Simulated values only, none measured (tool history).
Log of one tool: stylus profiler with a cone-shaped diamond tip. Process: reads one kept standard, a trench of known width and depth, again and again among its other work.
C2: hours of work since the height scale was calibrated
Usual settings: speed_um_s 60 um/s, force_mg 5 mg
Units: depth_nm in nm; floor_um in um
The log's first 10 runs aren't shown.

{"run": 11, "hour": 486.1, "speed_um_s": 50, "force_mg": 5, "scans with this tip": 10616, "C2": 1213, "depth_nm": 509.17, "floor_um": 94.03}
{"run": 12, "hour": 547.4, "speed_um_s": 62, "force_mg": 5, "scans with this tip": 10957, "C2": 1252, "depth_nm": 509.29, "floor_um": 94.02}
{"run": 13, "hour": 605.5, "speed_um_s": 62, "force_mg": 5, "scans with this tip": 11279, "C2": 1289, "depth_nm": 509.21, "floor_um": 93.97}
{"run": 14, "hour": 666.3, "speed_um_s": 62, "force_mg": 5, "scans with this tip": 11617, "C2": 1327, "depth_nm": 509.5, "floor_um": 93.92}
{"run": 15, "hour": 727.6, "speed_um_s": 60, "force_mg": 5, "scans with this tip": 11957, "C2": 1366, "depth_nm": 509.33, "floor_um": 93.9}
{"run": 16, "hour": 764.1, "speed_um_s": 60, "force_mg": 5, "scans with this tip": 12159, "C2": 1389, "depth_nm": 509.45, "floor_um": 93.93}
{"run": 17, "hour": 799.6, "speed_um_s": 60, "force_mg": 5, "scans with this tip": 12356, "C2": 1412, "depth_nm": 509.71, "floor_um": 93.86}
{"run": 18, "hour": 860.7, "speed_um_s": 60, "force_mg": 1.73, "scans with this tip": 12695, "C2": 1451, "depth_nm": 505.98, "floor_um": 93.64}
{"hour": 870.7, "done": "height scale calibrated on a step standard"}
{"run": 19, "hour": 905.5, "speed_um_s": 60, "force_mg": 1.73, "scans with this tip": 12941, "C2": 22, "depth_nm": 506.42, "floor_um": 93.68}
{"run": 20, "hour": 951.2, "speed_um_s": 60, "force_mg": 1.73, "scans with this tip": 13195, "C2": 51, "depth_nm": 506.56, "floor_um": 93.63}
{"run": 21, "hour": 1008.6, "speed_um_s": 24, "force_mg": 1.73, "scans with this tip": 13514, "C2": 87, "depth_nm": 506.77, "floor_um": 93.81}
{"run": 22, "hour": 1046.8, "speed_um_s": 149, "force_mg": 1.73, "scans with this tip": 13726, "C2": 112, "depth_nm": 506.59, "floor_um": 93.07}
{"hour": 1060.4, "done": "height scale calibrated on a step standard, once more"}
{"run": 23, "hour": 1099.5, "speed_um_s": 99, "force_mg": 14.24, "scans with this tip": 14015, "C2": 25, "depth_nm": 513.88, "floor_um": 93.7}
{"run": 24, "hour": 1155.9, "speed_um_s": 23, "force_mg": 1.76, "scans with this tip": 14328, "C2": 61, "depth_nm": 503.45, "floor_um": 93.74}
{"run": 25, "hour": 1186.6, "speed_um_s": 51, "force_mg": 6.1, "scans with this tip": 14499, "C2": 80, "depth_nm": 507.92, "floor_um": 93.72}
{"run": 26, "hour": 1226.1, "speed_um_s": 51, "force_mg": 6.1, "scans with this tip": 14718, "C2": 105, "depth_nm": 508.23, "floor_um": 93.68}
{"run": 27, "hour": 1256.9, "speed_um_s": 15, "force_mg": 3.56, "scans with this tip": 14889, "C2": 125, "depth_nm": 505.72, "floor_um": 93.78}
{"run": 28, "hour": 1286.6, "speed_um_s": 15, "force_mg": 3.56, "scans with this tip": 15054, "C2": 144, "depth_nm": 505.67, "floor_um": 93.71}
{"run": 29, "hour": 1313.7, "speed_um_s": 27, "force_mg": 2.77, "scans with this tip": 15204, "C2": 161, "depth_nm": 505.04, "floor_um": 93.64}
{"run": 30, "hour": 1342.4, "speed_um_s": 20, "force_mg": 2.77, "scans with this tip": 15364, "C2": 179, "depth_nm": 504.73, "floor_um": 93.69}
{"run": 31, "hour": 1379.4, "speed_um_s": 165, "force_mg": 1.69, "scans with this tip": 15569, "C2": 202, "depth_nm": 503.48, "floor_um": 92.76}
{"run": 32, "hour": 1432.5, "speed_um_s": 30, "force_mg": 9.75, "scans with this tip": 15864, "C2": 236, "depth_nm": 511.22, "floor_um": 93.63}
{"run": 33, "hour": 1482.7, "speed_um_s": 30, "force_mg": 9.75, "scans with this tip": 16142, "C2": 268, "depth_nm": 511.22, "floor_um": 93.58}

Forecast each of these 5 alternatives for the next run:
{"run": "A", "hour": 1540.2, "speed_um_s": 239, "force_mg": 14.52, "scans with this tip": 16461, "C2": 304, "depth_nm": "?", "floor_um": "?"}
{"run": "B", "hour": 1540.2, "speed_um_s": 48, "force_mg": 5, "scans with this tip": 16461, "C2": 304, "depth_nm": "?", "floor_um": "?"}
{"run": "C", "hour": 1540.2, "speed_um_s": 129, "force_mg": 6.22, "scans with this tip": 16461, "C2": 304, "depth_nm": "?", "floor_um": "?"}
{"run": "D", "hour": 1540.2, "speed_um_s": 211, "force_mg": 7.56, "scans with this tip": 16461, "C2": 304, "depth_nm": "?", "floor_um": "?"}
{"run": "E", "hour": 1540.2, "speed_um_s": 36, "force_mg": 3.02, "scans with this tip": 16461, "C2": 304, "depth_nm": "?", "floor_um": "?"}

run=A depth_nm=514.58 floor_um=93.17
run=B depth_nm=507.29 floor_um=93.48
run=C depth_nm=508.53 floor_um=93.27
run=D depth_nm=509.52 floor_um=93.07
run=E depth_nm=505.56 floor_um=93.5
Without the tool's hidden state the same runs would have given:
run=A depth_nm=514.11 floor_um=95.18
run=B depth_nm=506.82 floor_um=95.5
run=C depth_nm=508.07 floor_um=95.29
run=D depth_nm=509.05 floor_um=95.09
run=E depth_nm=505.1 floor_um=95.51
